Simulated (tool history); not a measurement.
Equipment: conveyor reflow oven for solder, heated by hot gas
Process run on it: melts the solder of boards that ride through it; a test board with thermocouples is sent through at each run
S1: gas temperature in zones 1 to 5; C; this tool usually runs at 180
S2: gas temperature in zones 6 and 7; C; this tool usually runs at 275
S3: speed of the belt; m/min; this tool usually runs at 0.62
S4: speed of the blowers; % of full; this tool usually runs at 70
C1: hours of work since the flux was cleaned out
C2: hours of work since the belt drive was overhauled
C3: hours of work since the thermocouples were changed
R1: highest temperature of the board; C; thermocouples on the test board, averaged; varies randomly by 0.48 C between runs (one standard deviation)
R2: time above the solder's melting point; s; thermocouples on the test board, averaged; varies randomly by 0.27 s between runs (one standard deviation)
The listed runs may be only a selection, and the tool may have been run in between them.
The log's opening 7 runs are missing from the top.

run,day,S1,S2,S3,S4,C1,C2,C3,R1,R2
8,6.075,180,278,0.62,70,28,423,753,260,57.5
# day 6.733: thermocouples of zones 6 and 7 changed
9,6.904,180,275,0.643,70,40,436,3,259.5,54.9
10,7.954,180,275,0.643,70,58,453,20,259.1,54.7
11,8.767,180,277,0.643,70,71,467,34,259.3,55.4
12,9.696,180,277,0.643,70,87,483,50,260.9,55.8
13,10.733,180,277,0.643,70,104,500,67,261.1,56
14,11.742,172,275,0.62,70,121,517,84,257.8,54.1
15,12.583,172,275,0.62,77,135,531,98,259.1,55.5
16,13.329,180,275,0.675,70,148,543,110,255.8,50.6
17,13.879,191,264,0.62,82,157,553,120,253.4,59.1
18,14.729,180,278,0.64,70,171,567,134,261.1,56.1
19,15.312,188,272,0.62,70,181,577,144,258.3,59.5
20,15.971,171,275,0.62,57,192,588,155,252.9,50.8
21,16.492,193,275,0.508,57,201,596,163,263.6,78.9
22,16.946,193,275,0.508,57,208,604,171,262.8,79
23,17.429,174,275,0.508,57,216,612,179,260.4,68.8
24,17.958,166,275,0.7,57,225,621,188,246.8,38.2
25,18.562,166,275,0.7,57,235,631,198,247.1,38
26,19.621,169,269,0.62,86,253,649,216,254.3,51.7
27,20.333,188,272,0.62,86,265,661,228,259.1,61.2
28,20.971,192,272,0.615,86,276,671,238,260.5,63.4
29,21.721,180,275,0.688,57,288,684,251,251,45.7
30,22.733,165,278,0.554,76,305,701,268,263.5,62.6

Consider 5 possible next runs. They are alternatives, not a sequence: every one starts from the tool as it was left by run 30. What does each give?
A,23.388,165,271,0.726,76,316,712,279,?,?
B,23.388,168,275,0.587,62,316,712,279,?,?
C,23.388,195,289,0.68,76,316,712,279,?,?
D,23.388,173,278,0.698,84,316,712,279,?,?
E,23.388,182,281,0.62,90,316,712,279,?,?

run,R1,R2
A,247.2,37.7
B,255.8,54.9
C,271.9,61.9
D,257.7,48.6
E,267.4,62.2
What these runs would have given with no unlogged condition in the tool:
run,R1,R2
A,250,39.1
B,258.1,55.6
C,274.3,61.5
D,260.4,49.2
E,269.9,62.1
